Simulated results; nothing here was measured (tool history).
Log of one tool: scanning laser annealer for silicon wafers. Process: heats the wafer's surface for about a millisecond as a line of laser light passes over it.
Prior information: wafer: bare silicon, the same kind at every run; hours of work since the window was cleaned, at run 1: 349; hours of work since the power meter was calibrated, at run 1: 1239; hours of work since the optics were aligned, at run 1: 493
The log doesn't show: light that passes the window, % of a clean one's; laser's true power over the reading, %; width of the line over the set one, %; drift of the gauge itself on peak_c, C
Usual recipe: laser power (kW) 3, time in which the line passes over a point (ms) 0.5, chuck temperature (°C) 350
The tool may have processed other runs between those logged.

run,hour,laser power (kW),time in which the line passes over a point (ms),chuck temperature (°C),hours of work since the window was cleaned,hours of work since the power meter was calibrated,hours of work since the optics were aligned,highest temperature of the surface (°C)
1,0,3,0.5,350,349,1239,493,1103
2,52,3,0.5,350,374,1263,517,1100
3,117.2,3,0.5,350,405,1294,548,1097
4,156.4,3,0.395,350,423,1313,567,1000
5,216.6,3,0.5,385,452,1341,595,1132
6,271.9,3,0.5,385,478,1367,621,1129
7,313.1,3,0.5,385,497,1387,641,1129
8,381.9,2.6,0.5,350,530,1419,673,981
# hour 408.6: window over the wafer cleaned
9,454,3,0.448,350,21,1452,706,1035
10,547,3.157,0.5,350,65,1496,750,1120
11,625.5,3,0.5,350,102,1533,787,1078
12,683.9,3,0.5,350,130,1561,815,1078
13,740.3,3,0.5,350,157,1588,842,1075
14,831.5,3,0.534,350,200,1631,885,1101
# hour 895.3: window over the wafer cleaned, once more
15,921,3,0.585,350,12,1672,926,1190
16,1006.7,3,0.587,350,53,1713,966,1187
17,1096.9,3,0.587,350,95,1755,1009,1184
18,1146,2.873,0.5,350,119,1778,1032,1076
19,1236.6,3.299,0.5,350,161,1821,1075,1191
20,1276.7,3.299,0.5,350,180,1840,1094,1191
21,1362.8,3,0.424,353,221,1881,1135,1035
22,1436.5,3,0.5,321,256,1916,1170,1074
23,1498.5,3,0.5,355,285,1945,1199,1109
24,1575.8,3.208,0.5,365,322,1982,1235,1175
25,1638.4,3.236,0.373,331,351,2011,1265,1013
26,1707.7,3.236,0.373,331,384,2044,1298,1014
27,1761.2,3.236,0.373,331,409,2069,1323,1011
# hour 1783.4: optics aligned, line set to its width
28,1843.3,2.73,0.552,388,446,2106,28,1105
29,1915.5,2.73,0.552,388,480,2140,62,1101
30,1980.9,2.73,0.552,388,511,2171,93,1101
# hour 2045.5: window over the wafer cleaned
31,2058.4,2.73,0.552,388,6,2206,129,1121
32,2100,2.862,0.5,350,26,2226,149,1078
33,2158,2.862,0.5,350,53,2253,176,1078
34,2227.6,2.862,0.5,350,86,2286,209,1076
35,2274.2,2.862,0.5,355,108,2308,231,1075

Run 36 is up next; what results do you expect?
36,2356.2,3,0.453,312,147,2347,270,?

highest temperature of the surface (°C): 1031
Take away the tool's hidden state, keep the run-to-run variation as it was, and the same run would have given highest temperature of the surface (°C) 1035.
